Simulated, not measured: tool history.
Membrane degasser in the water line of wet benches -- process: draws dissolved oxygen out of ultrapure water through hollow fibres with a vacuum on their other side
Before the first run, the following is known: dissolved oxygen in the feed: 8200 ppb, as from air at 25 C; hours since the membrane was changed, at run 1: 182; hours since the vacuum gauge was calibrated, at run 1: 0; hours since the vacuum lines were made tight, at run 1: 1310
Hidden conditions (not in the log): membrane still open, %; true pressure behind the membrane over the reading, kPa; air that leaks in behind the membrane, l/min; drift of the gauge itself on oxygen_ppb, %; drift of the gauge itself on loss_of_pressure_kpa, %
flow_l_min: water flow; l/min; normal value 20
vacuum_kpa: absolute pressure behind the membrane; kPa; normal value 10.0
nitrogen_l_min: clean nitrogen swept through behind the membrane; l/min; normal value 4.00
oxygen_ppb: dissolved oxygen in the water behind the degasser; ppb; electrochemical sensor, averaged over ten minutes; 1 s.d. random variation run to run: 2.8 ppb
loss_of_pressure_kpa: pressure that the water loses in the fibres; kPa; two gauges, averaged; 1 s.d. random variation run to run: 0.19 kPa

run   hour  flow_l_min  vacuum_kpa  nitrogen_l_min  hours since the membrane was changed  hours since the vacuum gauge was calibrated  hours since the vacuum lines were made tight  oxygen_ppb  loss_of_pressure_kpa
  1    0.0          20        10.0            4.00                                   182                                            0                                          1310       275.8                 39.73
  2  100.0          20        10.0            4.00                                   282                                          100                                          1410       278.5                 39.13
  3  163.5          20        10.0            4.00                                   346                                          164                                          1473       274.6                 39.49
  4  277.8          20        10.0            4.00                                   460                                          278                                          1588       278.2                 39.50
  5  349.8          20        10.0            4.00                                   532                                          350                                          1660       277.7                 40.15
  6  463.8          20        10.0            4.00                                   646                                          464                                          1774       282.0                 40.04
  7  523.7          20        16.3            4.00                                   706                                          524                                          1833       356.9                 39.11
  8  616.1          13        14.1            4.49                                   799                                          616                                          1926       197.8                 25.67
  9  678.0          13        14.1            4.49                                   860                                          678                                          1988       201.2                 26.13
 10  768.8          22         9.0            3.08                                   951                                          769                                          2078       321.7                 43.52
 11  848.0          12         7.4            6.39                                  1030                                          848                                          2158       131.0                 24.18
 12  967.1          12         7.4            6.39                                  1150                                          967                                          2277       128.5                 23.86

Here are 5 independent what-if runs from the current tool condition. What would each one return?
  A  1025.3          12         8.6            6.39                                  1208                                         1025                                          2335           ?                     ?
  B  1025.3          15         7.9            3.45                                  1208                                         1025                                          2335           ?                     ?
  C  1025.3          22        10.0            4.97                                  1208                                         1025                                          2335           ?                     ?
  D  1025.3          12         9.2            6.39                                  1208                                         1025                                          2335           ?                     ?
  E  1025.3          12         7.4            2.03                                  1208                                         1025                                          2335           ?                     ?

run  oxygen_ppb  loss_of_pressure_kpa
  A       137.3                 23.95
  B       194.3                 29.90
  C       288.7                 44.20
  D       136.2                 23.97
  E       170.3                 24.20
The same runs, with their run-to-run variation unchanged, on a tool lacking any hidden condition would have given:
run  oxygen_ppb  loss_of_pressure_kpa
  A       131.7                 23.71
  B       187.2                 29.60
  C       279.6                 43.75
  D       130.7                 23.72
  E       163.8                 23.96
